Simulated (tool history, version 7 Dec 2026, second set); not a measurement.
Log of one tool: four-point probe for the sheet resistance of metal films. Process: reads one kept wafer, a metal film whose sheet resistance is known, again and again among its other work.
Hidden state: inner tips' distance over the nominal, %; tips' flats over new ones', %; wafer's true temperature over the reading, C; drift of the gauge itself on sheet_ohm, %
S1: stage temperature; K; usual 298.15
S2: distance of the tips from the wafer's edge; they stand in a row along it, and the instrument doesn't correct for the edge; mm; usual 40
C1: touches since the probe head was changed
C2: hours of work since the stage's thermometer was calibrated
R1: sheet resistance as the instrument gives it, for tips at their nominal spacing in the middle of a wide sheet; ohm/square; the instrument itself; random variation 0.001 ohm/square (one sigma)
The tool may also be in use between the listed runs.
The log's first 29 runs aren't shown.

run   hour      S1  S2     C1    C2        R1
 30  587.6  299.15   4  39231  1064  5.122384
 31  601.4  307.15  10  39576  1072  5.062014
 32  618.3  291.15  12  40003  1081  5.110832
 33  644.5  294.15  33  40663  1096  5.099694
 34    660  299.15  33  41053  1105  5.080237
 35  675.1  299.15  33  41433  1114   5.08134
 36  687.1  299.15  33  41735  1120  5.082586
 37    712  300.15  38  42364  1135  5.077168
 38    740  304.15  10  43068  1150  5.071754
 39  759.2  297.15  72  43551  1161  5.088833
 40  776.2  298.15  61  43980  1171  5.081718

3 ways to go on from here, each from the tool as it stands after run 40. What would each give?
  A  796.8  294.15  61  44499  1183   ?
  B  796.8  300.15  25  44499  1183   ?
  C  796.8  298.15  25  44499  1183   ?

run        R1
  A  5.097967
  B  5.077298
  C  5.083757
Without the tool's hidden state the same runs would have given:
run        R1
  A  5.098023
  B  5.077353
  C  5.083813
